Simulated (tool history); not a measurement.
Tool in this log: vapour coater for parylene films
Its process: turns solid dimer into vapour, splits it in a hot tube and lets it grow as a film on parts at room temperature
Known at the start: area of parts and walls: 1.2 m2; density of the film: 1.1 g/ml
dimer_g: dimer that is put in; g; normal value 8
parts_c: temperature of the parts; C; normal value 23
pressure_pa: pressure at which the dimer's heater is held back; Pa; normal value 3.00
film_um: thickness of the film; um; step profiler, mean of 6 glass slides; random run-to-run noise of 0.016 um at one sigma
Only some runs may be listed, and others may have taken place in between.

run    hour  dimer_g  parts_c  pressure_pa  film_um
  1     0.0        8       23         3.00     2.99
  2    71.5        8       23         3.00     2.98
  3   118.0        8       23         3.00     2.98
  4   154.6        8       23         3.00     3.00
  5   224.3        8       26         3.00     2.69
  6   271.5        8       23         3.00     2.99
  7   307.8        8       23         3.00     3.01
  8   390.9        8       23         3.00     2.97
  9   470.0        8       23         3.00     2.98
 10   505.8        8       23         3.00     3.00
 11   558.1        8       20         3.00     3.36
 12   633.5        8       20         3.00     3.35
 13   704.8        8       23         4.40     2.95
 14   787.9        8       23         4.40     2.90
 15   824.9        8       23         4.40     2.95
 16   897.2        8       23         4.40     2.92
 17   973.1       10       23         3.00     3.76
 18  1039.0        4       23         3.00     1.50
 19  1083.1        4       23         3.00     1.49
 20  1163.4        4       23         3.00     1.48
 21  1238.2        4       23         3.00     1.51
 22  1296.7        4       23         3.00     1.50
 23  1359.6        4       23         3.00     1.52
 24  1430.4        5       16         5.29     2.30
 25  1502.8        4       23         7.00     1.41
 26  1590.7        4       23         7.00     1.42
 27  1627.7        8       20         3.00     3.33
 28  1676.0        8       20         3.00     3.36
 29  1721.8        8       20         3.00     3.36
 30  1769.7        9       20         3.01     3.77
 31  1826.9        9       20         3.01     3.76
 32  1866.0        9       20         3.01     3.75
 33  1937.8        9       20         3.01     3.77
 34  1994.1        9       20         3.01     3.78
 35  2040.7        3       27         3.51     0.96
 36  2079.5        3       27         3.51     0.95
 37  2121.6        3       27         3.51     0.98
 38  2205.8        8       25         8.36     2.60
 39  2249.0       12       23         6.76     4.27
 40  2337.1       12       23         6.76     4.27
 41  2402.0       12       23         6.76     4.27
 42  2458.2        3       23         6.76     1.06
 43  2501.0        8       21         3.00     3.20
 44  2546.8       12       16         2.92     5.84

Removed from this log: 5 entries logged between the listed runs. Between which two listed runs does each belong, and how does the tool's hidden state at the listed run before it compare with that at the listed run after it?
Runs 2 to 3: trap's valve overhauled (hour 100.9)
  vapour lost through the trap's worn valve, %: 0.2 -> 0
Runs 12 to 13: trap's valve overhauled (hour 645.6)
  vapour lost through the trap's worn valve, %: 0.2 -> 0
Runs 20 to 21: trap's valve overhauled (hour 1192.1)
  vapour lost through the trap's worn valve, %: 0.2 -> 0
Runs 29 to 30: trap's valve overhauled (hour 1736.6)
  vapour lost through the trap's worn valve, %: 0.2 -> 0
Runs 39 to 40: trap's valve overhauled (hour 2282.1)
  vapour lost through the trap's worn valve, %: 0.2 -> 0
